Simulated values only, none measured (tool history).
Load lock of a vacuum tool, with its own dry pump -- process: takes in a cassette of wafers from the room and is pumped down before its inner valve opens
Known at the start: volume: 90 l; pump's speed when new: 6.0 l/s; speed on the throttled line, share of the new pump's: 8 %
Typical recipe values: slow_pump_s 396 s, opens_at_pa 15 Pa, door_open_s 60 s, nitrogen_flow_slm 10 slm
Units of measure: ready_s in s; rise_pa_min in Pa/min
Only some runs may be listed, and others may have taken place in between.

| run | day | slow_pump_s | opens_at_pa | door_open_s | nitrogen_flow_slm | incoming humidity of the room's air, % | ready_s | rise_pa_min |
|---|---|---|---|---|---|---|---|---|
| 1 | 0.000 | 396 | 15 | 60 | 10 | 43.4 | 508.6 | 0.130 |
| 2 | 4.554 | 396 | 15 | 60 | 10 | 43.9 | 509.4 | 0.131 |
| 3 | 11.154 | 396 | 15 | 60 | 10 | 42.7 | 504.0 | 0.137 |
| 4 | 16.175 | 396 | 15 | 60 | 10 | 42.0 | 510.9 | 0.139 |
| 5 | 21.062 | 396 | 15 | 60 | 10 | 42.7 | 513.1 | 0.143 |
| 6 | 24.396 | 396 | 10 | 60 | 10 | 44.4 | 514.2 | 0.154 |
| 7 | 27.558 | 271 | 10 | 60 | 10 | 46.9 | 404.7 | 0.149 |
| 8 | 34.279 | 271 | 10 | 60 | 10 | 44.6 | 407.4 | 0.155 |
| 9 | 40.021 | 271 | 10 | 60 | 10 | 44.6 | 406.7 | 0.165 |
| 10 | 45.583 | 271 | 10 | 60 | 10 | 42.2 | 404.2 | 0.165 |
| 11 | 51.329 | 396 | 15 | 68 | 10 | 44.6 | 512.1 | 0.173 |
| 12 | 54.171 | 396 | 15 | 68 | 10 | 41.6 | 509.7 | 0.173 |
| 13 | 58.388 | 396 | 15 | 68 | 10 | 44.8 | 511.2 | 0.180 |
| 14 | 63.229 | 396 | 11 | 68 | 10 | 40.7 | 515.8 | 0.184 |
| 15 | 66.379 | 396 | 11 | 68 | 10 | 45.5 | 519.1 | 0.180 |
| 16 | 70.058 | 396 | 15 | 60 | 10 | 45.4 | 511.8 | 0.191 |
| 17 | 75.454 | 396 | 15 | 60 | 22 | 44.8 | 514.8 | 0.183 |
| 18 | 79.596 | 396 | 15 | 60 | 22 | 43.1 | 515.2 | 0.186 |
| 19 | 85.850 | 396 | 15 | 60 | 10 | 43.0 | 514.5 | 0.203 |
| 20 | 91.162 | 396 | 15 | 60 | 10 | 44.1 | 514.4 | 0.207 |
| 21 | 96.900 | 396 | 15 | 60 | 10 | 48.6 | 511.9 | 0.214 |
| 22 | 100.917 | 396 | 20 | 60 | 29 | 48.1 | 507.5 | 0.214 |
| 23 | 107.925 | 396 | 20 | 60 | 29 | 42.7 | 505.4 | 0.210 |
| 24 | 112.338 | 396 | 23 | 60 | 10 | 43.9 | 510.1 | 0.228 |
| 25 | 115.862 | 261 | 13 | 32 | 5 | 46.9 | 398.7 | 0.226 |
| 26 | 121.246 | 261 | 13 | 32 | 5 | 45.7 | 398.7 | 0.231 |
|  | 126.250 | dry pump taken out, an overhauled one fitted |
| 27 | 127.246 | 396 | 14 | 32 | 10 | 42.0 | 498.5 | 0.231 |
| 28 | 131.983 | 396 | 21 | 190 | 10 | 44.7 | 490.7 | 0.268 |
| 29 | 135.088 | 396 | 21 | 190 | 10 | 46.7 | 488.6 | 0.277 |
| 30 | 138.192 | 352 | 21 | 45 | 10 | 46.4 | 449.5 | 0.248 |
| 31 | 141.375 | 396 | 20 | 60 | 10 | 44.4 | 485.2 | 0.259 |
| 32 | 145.312 | 337 | 24 | 213 | 8 | 44.6 | 430.3 | 0.296 |
| 33 | 151.129 | 430 | 24 | 164 | 8 | 41.2 | 521.2 | 0.291 |
| 34 | 155.325 | 433 | 18 | 91 | 17 | 46.6 | 527.7 | 0.271 |
| 35 | 159.458 | 687 | 15 | 85 | 10 | 48.7 | 757.4 | 0.285 |
| 36 | 164.996 | 396 | 16 | 60 | 35 | 44.6 | 492.6 | 0.269 |
| 37 | 171.267 | 225 | 21 | 55 | 4 | 43.3 | 335.2 | 0.292 |

Forecast each of these 4 alternatives for the next run:
| A | 175.208 | 468 | 21 | 55 | 4 | 43.9 | ? | ? |
| B | 175.208 | 225 | 21 | 210 | 4 | 47.1 | ? | ? |
| C | 175.208 | 396 | 15 | 60 | 23 | 43.3 | ? | ? |
| D | 175.208 | 396 | 21 | 126 | 10 | 46.2 | ? | ? |

| run | ready_s | rise_pa_min |
|---|---|---|
| A | 556.1 | 0.302 |
| B | 337.8 | 0.348 |
| C | 497.2 | 0.282 |
| D | 490.8 | 0.301 |
Had the tool no hidden state, the same runs would have come out as:
| run | ready_s | rise_pa_min |
|---|---|---|
| A | 555.4 | 0.029 |
| B | 336.7 | 0.075 |
| C | 496.5 | 0.013 |
| D | 489.8 | 0.032 |
